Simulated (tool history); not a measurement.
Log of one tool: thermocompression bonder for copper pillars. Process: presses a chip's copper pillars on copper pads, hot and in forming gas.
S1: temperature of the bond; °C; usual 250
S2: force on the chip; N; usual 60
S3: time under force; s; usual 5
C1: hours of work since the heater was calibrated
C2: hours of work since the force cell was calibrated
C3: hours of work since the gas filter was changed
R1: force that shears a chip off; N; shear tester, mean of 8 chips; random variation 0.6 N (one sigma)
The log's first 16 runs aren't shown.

run    hour   S1  S2  S3    C1   C2   C3    R1
 17   688.6  263  60   5   746  451  202  39.2
 18   723.8  263  60   5   761  466  217  39.5
 19   753.3  263  60   5   774  478  230  41.1
 20   802.3  263  60   5   795  499  251  40.6
 21   849.1  263  60   5   815  519  271  40.2
      875.1  -- forming gas filter changed
 22     900  251  54  13   837  541   11  43.8
 23   934.1  250  60  11   851  556   25  42.5
 24   985.6  250  51   8   873  578   47  33.5
 25  1029.1  265  57   3   892  596   66  32.5
 26  1058.7  265  56  12   905  609   79  51.6
 27  1113.8  250  75   5   928  632  102  38.8
 28    1167  250  75   5   951  655  125  40.3
 29  1216.2  236  73   5   972  676  146  30.3
 30  1265.2  256  71   5   993  697  167  39.7
 31  1290.4  256  48  14  1004  708  178  41.7
 32  1330.9  256  48  14  1021  725  195  42.9
 33  1380.2  256  48  14  1042  747  216    43
 34    1413  256  48  14  1056  761  230  42.6
 35  1444.1  233  75  12  1070  774  244  40.5
 36  1472.8  233  75  12  1082  786  256  40.7
 37  1504.3  233  75  12  1095  800  269  40.8
     1534.2  -- forming gas filter changed
 38    1555  233  75  12  1117  821    9  41.4
 39  1606.1  233  75  12  1139  843   31  41.4

4 ways to go on from here, each from the tool as it stands after run 39. What would each give?
  A  1661.3  268  60   3  1163  867  54   ?
  B  1661.3  245  57   7  1163  867  54   ?
  C  1661.3  233  40  12  1163  867  54   ?
  D  1661.3  278  67  12  1163  867  54   ?

run    R1
  A  34.8
  B  32.5
  C  22.4
  D  66.9
Without the tool's hidden state the same runs would have given:
run    R1
  A    35
  B  32.7
  C  22.6
  D  67.2
